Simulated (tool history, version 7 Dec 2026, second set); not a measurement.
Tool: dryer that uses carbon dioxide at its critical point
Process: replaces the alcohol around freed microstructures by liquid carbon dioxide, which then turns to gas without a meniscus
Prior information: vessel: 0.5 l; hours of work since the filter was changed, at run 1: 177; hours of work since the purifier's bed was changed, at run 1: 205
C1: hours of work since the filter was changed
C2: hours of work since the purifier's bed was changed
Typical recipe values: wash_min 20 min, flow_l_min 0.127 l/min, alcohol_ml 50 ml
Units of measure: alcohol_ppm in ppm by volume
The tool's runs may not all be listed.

Run 1, hour 0: usual settings; C1 177; C2 205. Result: alcohol_ppm 2756 ppm by volume.
Run 2, hour 16.5: usual settings; C1 182; C2 210. Result: alcohol_ppm 2788 ppm by volume.
Run 3, hour 27.3: usual settings; C1 186; C2 214. Result: alcohol_ppm 2833 ppm by volume.
Run 4, hour 46.4: usual settings but flow_l_min 0.16 l/min; C1 192; C2 220. Result: alcohol_ppm 1163 ppm by volume.
Run 5, hour 55.7: usual settings but flow_l_min 0.16 l/min; C1 195; C2 223. Result: alcohol_ppm 1171 ppm by volume.
Run 6, hour 68.5: usual settings but flow_l_min 0.16 l/min; C1 199; C2 227. Result: alcohol_ppm 1189 ppm by volume.
Run 7, hour 80.9: usual settings but flow_l_min 0.1 l/min; C1 203; C2 231. Result: alcohol_ppm 5761 ppm by volume.
Run 8, hour 96.3: usual settings but wash_min 24 min, flow_l_min 0.1 l/min; C1 208; C2 237. Result: alcohol_ppm 3309 ppm by volume.
Run 9, hour 116.8: usual settings but wash_min 24 min, flow_l_min 0.1 l/min; C1 215; C2 243. Result: alcohol_ppm 3325 ppm by volume.
Run 10, hour 132.3: usual settings but wash_min 24 min, flow_l_min 0.1 l/min; C1 220; C2 248. Result: alcohol_ppm 3368 ppm by volume.
Run 11, hour 148.5: usual settings but wash_min 24 min, flow_l_min 0.1 l/min; C1 225; C2 253. Result: alcohol_ppm 3289 ppm by volume.
Run 12, hour 164.8: usual settings but wash_min 24 min, flow_l_min 0.133 l/min; C1 231; C2 259. Result: alcohol_ppm 1182 ppm by volume.
Run 13, hour 174.6: usual settings but wash_min 24 min, flow_l_min 0.133 l/min; C1 234; C2 262. Result: alcohol_ppm 1226 ppm by volume.
Run 14, hour 194.8: usual settings but wash_min 24 min, flow_l_min 0.133 l/min; C1 240; C2 269. Result: alcohol_ppm 1194 ppm by volume.
Run 15, hour 210.7: usual settings but wash_min 24 min, flow_l_min 0.133 l/min; C1 246; C2 274. Result: alcohol_ppm 1179 ppm by volume.
Run 16, hour 231: usual settings but flow_l_min 0.114 l/min; C1 252; C2 280. Result: alcohol_ppm 4081 ppm by volume.
Run 17, hour 246.8: usual settings but flow_l_min 0.118 l/min; C1 257; C2 286. Result: alcohol_ppm 3620 ppm by volume.
Run 18, hour 267.3: usual settings; C1 264; C2 292. Result: alcohol_ppm 2967 ppm by volume.
Run 19, hour 280.1: usual settings; C1 268; C2 296. Result: alcohol_ppm 2950 ppm by volume.
Run 20, hour 302.1: usual settings; C1 275; C2 304. Result: alcohol_ppm 2997 ppm by volume.
Run 21, hour 311.7: usual settings but flow_l_min 0.099 l/min; C1 279; C2 307. Result: alcohol_ppm 6174 ppm by volume.
Run 22, hour 332.8: usual settings but wash_min 17 min; C1 286; C2 314. Result: alcohol_ppm 5057 ppm by volume.
Run 23, hour 354: usual settings but wash_min 17 min; C1 292; C2 321. Result: alcohol_ppm 4984 ppm by volume.
Run 24, hour 369.7: usual settings but wash_min 16 min, alcohol_ml 82 ml; C1 298; C2 326. Result: alcohol_ppm 9642 ppm by volume.
Run 25, hour 388.8: usual settings but wash_min 19 min, flow_l_min 0.102 l/min, alcohol_ml 25 ml; C1 304; C2 332. Result: alcohol_ppm 3445 ppm by volume.
Run 26, hour 406.6: usual settings but wash_min 19 min, flow_l_min 0.102 l/min, alcohol_ml 25 ml; C1 310; C2 338. Result: alcohol_ppm 3414 ppm by volume.
At hour 410.2: inlet filter changed.
Run 27, hour 424.1: usual settings but wash_min 21 min; C1 5; C2 343. Result: alcohol_ppm 2076 ppm by volume.
Run 28, hour 435.9: usual settings but wash_min 21 min; C1 8; C2 347. Result: alcohol_ppm 2057 ppm by volume.
Run 29, hour 445.3: usual settings but flow_l_min 0.113 l/min, alcohol_ml 32 ml; C1 11; C2 350. Result: alcohol_ppm 2367 ppm by volume.
Run 30, hour 457.7: usual settings but wash_min 14 min, flow_l_min 0.102 l/min; C1 15; C2 354. Result: alcohol_ppm 12388 ppm by volume.
Run 31, hour 480: usual settings but flow_l_min 0.102 l/min, alcohol_ml 44 ml; C1 23; C2 361. Result: alcohol_ppm 4392 ppm by volume.
Run 32, hour 496.1: usual settings but flow_l_min 0.092 l/min; C1 28; C2 367. Result: alcohol_ppm 6613 ppm by volume.
Run 33, hour 517.6: usual settings but wash_min 26 min, flow_l_min 0.086 l/min, alcohol_ml 33 ml; C1 35; C2 374. Result: alcohol_ppm 2485 ppm by volume.
Run 34, hour 528.6: usual settings but wash_min 26 min, flow_l_min 0.086 l/min, alcohol_ml 33 ml; C1 39; C2 377. Result: alcohol_ppm 2369 ppm by volume.
Run 35, hour 549.6: usual settings but wash_min 16 min, flow_l_min 0.202 l/min, alcohol_ml 59 ml; C1 45; C2 384. Result: alcohol_ppm 1239 ppm by volume.
Run 36, hour 571.4: usual settings but wash_min 23 min, flow_l_min 0.209 l/min, alcohol_ml 59 ml; C1 53; C2 391. Result: alcohol_ppm 185 ppm by volume.
Run 37, hour 584.3: usual settings but wash_min 19 min, flow_l_min 0.104 l/min, alcohol_ml 28 ml; C1 57; C2 395. Result: alcohol_ppm 3124 ppm by volume.
Run 38, hour 597.4: usual settings but wash_min 14 min, flow_l_min 0.129 l/min, alcohol_ml 28 ml; C1 61; C2 400. Result: alcohol_ppm 4101 ppm by volume.
Run 39, hour 617.3: usual settings but wash_min 18 min, flow_l_min 0.09 l/min, alcohol_ml 31 ml; C1 68; C2 406. Result: alcohol_ppm 5771 ppm by volume.
Run 40, hour 633: usual settings but wash_min 14 min, flow_l_min 0.09 l/min, alcohol_ml 27 ml; C1 73; C2 411. Result: alcohol_ppm 8280 ppm by volume.
Run 41, hour 644.6: usual settings but flow_l_min 0.089 l/min, alcohol_ml 49 ml; C1 76; C2 415. Result: alcohol_ppm 7233 ppm by volume.
Run 42, hour 658.5: usual settings but wash_min 18 min, flow_l_min 0.101 l/min, alcohol_ml 25 ml; C1 81; C2 419. Result: alcohol_ppm 3551 ppm by volume.
Run 43, hour 668.5: usual settings but alcohol_ml 26 ml; C1 84; C2 423. Result: alcohol_ppm 1357 ppm by volume.
Run 44, hour 681: usual settings but flow_l_min 0.083 l/min, alcohol_ml 52 ml; C1 88; C2 427. Result: alcohol_ppm 9072 ppm by volume.
Run 45, hour 703.1: usual settings but wash_min 18 min, flow_l_min 0.186 l/min, alcohol_ml 52 ml; C1 96; C2 434. Result: alcohol_ppm 953 ppm by volume.
Run 46, hour 723.7: usual settings but wash_min 18 min, alcohol_ml 85 ml; C1 102; C2 441. Result: alcohol_ppm 6284 ppm by volume.

Each row is a separate what-if for the run after 46, all from the same tool condition, not one after another. Results?
Run A, hour 742.3: usual settings but wash_min 17 min, flow_l_min 0.162 l/min; C1 108; C2 447. Result: alcohol_ppm ?.
Run B, hour 742.3: usual settings but flow_l_min 0.213 l/min; C1 108; C2 447. Result: alcohol_ppm ?.
Run C, hour 742.3: usual settings but wash_min 30 min, flow_l_min 0.14 l/min, alcohol_ml 102 ml; C1 108; C2 447. Result: alcohol_ppm ?.
Run D, hour 742.3: usual settings but flow_l_min 0.109 l/min, alcohol_ml 56 ml; C1 108; C2 447. Result: alcohol_ppm ?.

run  alcohol_ppm
  A         2061
  B          321
  C          568
  D         4840
Take away the tool's hidden state, keep each run's random variation, and the runs would have read:
run  alcohol_ppm
  A         1837
  B          223
  C          440
  D         4472

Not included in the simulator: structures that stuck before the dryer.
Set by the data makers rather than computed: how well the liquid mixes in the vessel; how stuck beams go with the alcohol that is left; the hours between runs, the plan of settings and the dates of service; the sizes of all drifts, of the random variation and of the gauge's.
